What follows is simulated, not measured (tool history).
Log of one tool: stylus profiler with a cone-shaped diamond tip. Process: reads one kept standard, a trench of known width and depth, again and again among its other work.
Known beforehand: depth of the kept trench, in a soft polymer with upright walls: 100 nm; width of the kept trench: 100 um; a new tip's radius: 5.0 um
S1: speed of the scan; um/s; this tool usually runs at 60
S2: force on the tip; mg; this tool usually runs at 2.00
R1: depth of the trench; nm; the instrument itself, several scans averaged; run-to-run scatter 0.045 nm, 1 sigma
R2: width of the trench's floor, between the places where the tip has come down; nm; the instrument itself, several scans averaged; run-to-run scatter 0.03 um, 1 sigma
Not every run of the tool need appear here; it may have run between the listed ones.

run 1 day=0.000 | S1=60 S2=2.00 | R1=100.73 R2=97820
run 2 day=1.046 | S1=60 S2=2.00 | R1=100.66 R2=97760
run 3 day=1.629 | S1=60 S2=2.00 | R1=100.68 R2=97820
run 4 day=2.275 | S1=195 S2=2.00 | R1=100.70 R2=97450
run 5 day=3.088 | S1=195 S2=2.00 | R1=100.63 R2=97480
run 6 day=3.838 | S1=195 S2=2.00 | R1=100.68 R2=97450
run 7 day=4.675 | S1=115 S2=2.00 | R1=100.65 R2=97610
run 8 day=5.354 | S1=27 S2=2.00 | R1=100.68 R2=97880
run 9 day=6.300 | S1=27 S2=2.00 | R1=100.68 R2=97840
run 10 day=7.167 | S1=60 S2=2.00 | R1=100.64 R2=97790
run 11 day=7.754 | S1=60 S2=2.00 | R1=100.65 R2=97720
run 12 day=8.338 | S1=60 S2=2.00 | R1=100.71 R2=97760
run 13 day=9.242 | S1=60 S2=2.00 | R1=100.61 R2=97730
run 14 day=9.762 | S1=60 S2=2.00 | R1=100.66 R2=97750
run 15 day=10.629 | S1=60 S2=2.00 | R1=100.64 R2=97740
run 16 day=11.675 | S1=60 S2=2.00 | R1=100.64 R2=97740
run 17 day=12.388 | S1=60 S2=2.00 | R1=100.62 R2=97790
run 18 day=13.154 | S1=60 S2=2.00 | R1=100.56 R2=97750
run 19 day=13.692 | S1=60 S2=2.00 | R1=100.68 R2=97790
run 20 day=14.183 | S1=60 S2=2.00 | R1=100.64 R2=97780
run 21 day=15.233 | S1=60 S2=2.00 | R1=100.59 R2=97700
run 22 day=15.942 | S1=60 S2=2.00 | R1=100.67 R2=97730
run 23 day=16.721 | S1=60 S2=4.29 | R1=101.09 R2=97790
run 24 day=17.846 | S1=60 S2=4.29 | R1=101.00 R2=97760
run 25 day=18.567 | S1=29 S2=2.35 | R1=100.64 R2=97840
run 26 day=19.479 | S1=61 S2=0.91 | R1=100.32 R2=97650
run 27 day=20.308 | S1=61 S2=0.91 | R1=100.35 R2=97630
run 28 day=20.875 | S1=61 S2=0.91 | R1=100.30 R2=97640
run 29 day=22.096 | S1=61 S2=0.91 | R1=100.33 R2=97640
run 30 day=22.921 | S1=56 S2=1.02 | R1=100.37 R2=97670

What does the tool deliver on the next run?
run 31 day=24.079 | S1=83 S2=4.47 | R1=? R2=?

R1: 101.06 nm
R2: 97680 nm
Had the tool carried no hidden state, the very same run would have given R1 101.14 nm, R2 97830 nm.

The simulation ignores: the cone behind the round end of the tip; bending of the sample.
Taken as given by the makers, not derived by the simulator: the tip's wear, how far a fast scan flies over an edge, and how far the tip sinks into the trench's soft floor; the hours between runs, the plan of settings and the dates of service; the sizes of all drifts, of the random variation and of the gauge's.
